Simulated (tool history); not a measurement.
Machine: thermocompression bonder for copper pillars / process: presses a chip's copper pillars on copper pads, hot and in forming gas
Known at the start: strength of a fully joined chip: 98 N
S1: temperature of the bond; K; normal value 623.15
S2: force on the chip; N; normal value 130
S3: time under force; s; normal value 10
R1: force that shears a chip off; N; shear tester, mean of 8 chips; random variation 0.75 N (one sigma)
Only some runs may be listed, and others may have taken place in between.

run    hour      S1   S2  S3    R1
  1       0  623.15  130  10  53.2
  2    44.8  623.15  130  10    53
  3    99.7  623.15  130  10  52.6
  4   192.8  623.15  130  10  50.2
      220.2  -- forming gas filter changed
  5   281.8  623.15  130  10  53.4
  6   336.7  623.15  130  10  53.2
  7   403.7  623.15  130   5  39.7
  8   475.6  623.15  130   7  45.3
  9   568.4  623.15  130   7  44.2
        576  -- forming gas filter changed
 10   654.9  623.15  144  22  71.9
 11     703  623.15  150  18  67.5
 12   764.4  626.15  146   7  52.4
 13   812.1  625.15  181  10  65.4
 14   889.2  602.15  181   9  51.2
      897.7  -- force cell calibrated
      933.9  -- forming gas filter changed
 15   966.1  649.15  176  25  90.5
 16  1006.1  649.15  176  25  88.9
 17  1076.2  623.15  101  10  44.4

Alternative continuations, all from the tool just after run 17; predict every row:
  A  1142.3  599.15   93   6   ?
  B  1142.3  623.15   88   6   ?
  C  1142.3  627.15  101  10   ?
  D  1142.3  650.15  180  10   ?
  E  1142.3  632.15  166  10   ?

run    R1
  A  25.1
  B  31.3
  C  44.9
  D  78.9
  E    68
Without the tool's unlogged condition, the same runs would have read:
run    R1
  A  27.3
  B  33.8
  C  48.1
  D  82.5
  E  71.8
